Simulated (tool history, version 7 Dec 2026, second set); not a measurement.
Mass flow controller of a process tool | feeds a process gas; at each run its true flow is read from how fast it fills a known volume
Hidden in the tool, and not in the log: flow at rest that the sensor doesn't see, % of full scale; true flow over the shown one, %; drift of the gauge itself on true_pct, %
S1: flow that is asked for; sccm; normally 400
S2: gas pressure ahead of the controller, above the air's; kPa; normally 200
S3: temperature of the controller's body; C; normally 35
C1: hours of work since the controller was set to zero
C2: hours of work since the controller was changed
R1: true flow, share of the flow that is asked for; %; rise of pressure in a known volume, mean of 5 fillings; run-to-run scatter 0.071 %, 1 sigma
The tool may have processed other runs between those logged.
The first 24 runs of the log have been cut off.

run,hour,S1,S2,S3,C1,C2,R1
25,2253.3,269,263,35,120,5096,105.63
26,2373.4,177,254,23,164,5141,105.55
27,2466.6,177,254,23,198,5175,105.69
28,2568.7,400,200,27,236,5212,105.04
29,2634,239,256,29,260,5236,105.53
# hour 2700: controller's zero set anew, once more
30,2758.3,239,165,29,21,5282,104.09
31,2869,239,165,29,62,5322,104.06
32,2996.8,239,165,29,109,5369,104.04
33,3061.5,65,198,38,133,5393,104.56
34,3173.4,213,200,34,174,5434,104.59
35,3248.6,213,200,34,201,5462,104.52
36,3345.9,246,200,34,237,5497,104.61

5 options for the next run, each taken on its own from the tool as it stands now. Forecast them:
A,3437.4,169,200,25,271,5531,?
B,3437.4,109,248,34,271,5531,?
C,3437.4,246,200,38,271,5531,?
D,3437.4,400,174,35,271,5531,?
E,3437.4,195,231,35,271,5531,?

run,R1
A,104.15
B,104.73
C,104.83
D,105.03
E,104.65
Had the tool no hidden state, the same runs would have come out as:
run,R1
A,99.26
B,99.74
C,100.01
D,100.25
E,99.79
